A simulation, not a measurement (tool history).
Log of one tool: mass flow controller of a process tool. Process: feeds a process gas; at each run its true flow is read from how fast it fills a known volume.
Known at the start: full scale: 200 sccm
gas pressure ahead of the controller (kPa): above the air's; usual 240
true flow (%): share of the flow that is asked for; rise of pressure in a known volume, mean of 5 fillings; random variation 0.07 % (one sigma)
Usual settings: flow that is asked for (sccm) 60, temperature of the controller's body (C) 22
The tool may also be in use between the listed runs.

| run | day | flow that is asked for (sccm) | gas pressure ahead of the controller (kPa) | temperature of the controller's body (C) | true flow (%) |
|---|---|---|---|---|---|
| 1 | 0 | 60 | 240 | 22 | 99.26 |
| 2 | 11.771 | 60 | 240 | 22 | 99.4 |
| 3 | 17.646 | 60 | 240 | 25 | 99.26 |
| 4 | 23.346 | 60 | 153 | 22 | 99.16 |
| 5 | 29.842 | 60 | 240 | 22 | 99.51 |
| 6 | 37.438 | 60 | 240 | 22 | 99.67 |
| 7 | 44 | 60 | 240 | 22 | 99.59 |
| 8 | 49.9 | 60 | 240 | 22 | 99.61 |
| 9 | 58.729 | 27 | 240 | 22 | 99.5 |
| 10 | 70.558 | 60 | 208 | 22 | 99.71 |
| 11 | 78.833 | 60 | 208 | 22 | 99.9 |
| 12 | 86.846 | 37 | 208 | 38 | 98.69 |
| 13 | 97.346 | 37 | 208 | 38 | 98.74 |
| 14 | 102.438 | 112 | 208 | 21 | 100.5 |
| 15 | 110.379 | 112 | 208 | 21 | 100.47 |
| 16 | 119.417 | 60 | 252 | 23 | 100.22 |
| 17 | 128.617 | 60 | 252 | 23 | 100.37 |
| 18 | 139.188 | 37 | 211 | 24 | 100.05 |
| 19 | 148.717 | 37 | 211 | 24 | 100.16 |
| 20 | 157.283 | 37 | 211 | 24 | 100.11 |
| 21 | 166.488 | 25 | 240 | 21 | 100.54 |
| 22 | 174.992 | 55 | 154 | 30 | 99.91 |

Measured less the same run without the tool's hidden state. The same run-to-run variation is in both; the gauge's scatter may not be:
The hidden state here: flow at rest that the sensor doesn't see, % of full scale; true flow over the shown one, %; drift of the gauge itself on true_pct, %.
| run | true flow (%) |
|---|---|
| 1 | +0 |
| 2 | +0.1 |
| 3 | +0.16 |
| 4 | +0.2 |
| 5 | +0.26 |
| 6 | +0.32 |
| 7 | +0.37 |
| 8 | +0.42 |
| 9 | +0.51 |
| 10 | +0.61 |
| 11 | +0.68 |
| 12 | +0.74 |
| 13 | +0.83 |
| 14 | +0.88 |
| 15 | +0.94 |
| 16 | +1.03 |
| 17 | +1.1 |
| 18 | +1.19 |
| 19 | +1.28 |
| 20 | +1.35 |
| 21 | +1.44 |
| 22 | +1.49 |
